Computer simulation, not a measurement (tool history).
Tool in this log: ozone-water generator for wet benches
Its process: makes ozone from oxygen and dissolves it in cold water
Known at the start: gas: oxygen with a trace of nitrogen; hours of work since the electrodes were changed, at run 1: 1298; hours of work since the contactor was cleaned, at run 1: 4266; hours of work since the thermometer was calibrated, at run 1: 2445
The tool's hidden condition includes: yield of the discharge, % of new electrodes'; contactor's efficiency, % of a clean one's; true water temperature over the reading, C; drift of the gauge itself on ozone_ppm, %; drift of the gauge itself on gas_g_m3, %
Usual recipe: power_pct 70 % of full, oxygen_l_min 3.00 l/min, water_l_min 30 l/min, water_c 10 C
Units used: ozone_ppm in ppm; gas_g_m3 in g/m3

run,day,power_pct,oxygen_l_min,water_l_min,water_c,hours of work since the electrodes were changed,hours of work since the contactor was cleaned,hours of work since the thermometer was calibrated,ozone_ppm,gas_g_m3
1,0.000,70,3.00,30,10,1298,4266,2445,13.4,232.7
2,1.162,70,3.00,30,10,1325,4293,2472,13.4,232.0
3,3.108,70,1.55,30,10,1369,4338,2516,10.8,334.3
4,4.138,70,1.55,30,10,1393,4361,2540,10.8,332.7
5,5.054,70,2.33,30,10,1414,4382,2561,12.5,266.4
6,6.146,70,2.33,30,10,1439,4407,2586,12.3,268.4
7,7.067,70,2.33,30,10,1460,4429,2607,12.3,267.9
8,8.746,70,2.33,30,10,1499,4467,2646,12.5,266.8
9,10.792,79,3.00,30,10,1546,4514,2693,14.5,258.6
10,11.700,70,3.00,30,10,1567,4535,2714,13.2,231.3
11,13.067,70,3.00,30,10,1598,4566,2745,13.5,231.4
12,14.458,64,3.00,30,10,1630,4598,2777,12.1,213.2
13,15.738,70,3.00,30,12,1660,4628,2806,13.0,229.6
14,17.667,70,3.00,30,12,1704,4672,2851,13.0,230.4
15,18.967,45,3.00,30,10,1734,4702,2880,9.3,157.4
16,20.192,45,3.00,30,10,1762,4730,2909,9.0,156.0
17,21.771,45,3.00,30,10,1798,4766,2945,9.1,156.2
18,23.358,70,3.00,22,11,1835,4803,2981,18.3,231.3
19,24.654,90,3.00,30,10,1864,4833,3011,16.4,285.4
20,26.158,41,3.37,19,10,1899,4867,3046,13.3,134.6
21,28.004,50,3.37,27,10,1941,4909,3088,11.1,160.6
22,30.175,50,3.84,28,10,1991,4959,3138,11.0,148.6
23,31.342,50,3.84,28,10,2018,4986,3165,10.9,149.6
24,33.258,50,2.58,33,12,2062,5030,3209,8.2,186.4
25,35.421,50,2.58,33,12,2112,5080,3258,8.4,189.2
26,36.950,50,2.58,33,12,2147,5115,3294,8.4,185.9

Here are 5 independent what-if runs from the current tool condition. What would each one return?
A,38.171,70,3.00,40,10,2175,5143,3322,?,?
B,38.171,87,3.04,30,8,2175,5143,3322,?,?
C,38.171,76,2.58,21,12,2175,5143,3322,?,?
D,38.171,41,2.01,30,6,2175,5143,3322,?,?
E,38.171,70,2.23,37,10,2175,5143,3322,?,?

run,ozone_ppm,gas_g_m3
A,9.6,227.0
B,16.0,276.0
C,19.7,267.8
D,7.3,178.4
E,9.2,267.2
Without the tool's hidden state the same runs would have given:
run,ozone_ppm,gas_g_m3
A,10.8,236.7
B,18.0,290.1
C,21.8,280.1
D,8.0,182.4
E,10.4,278.6
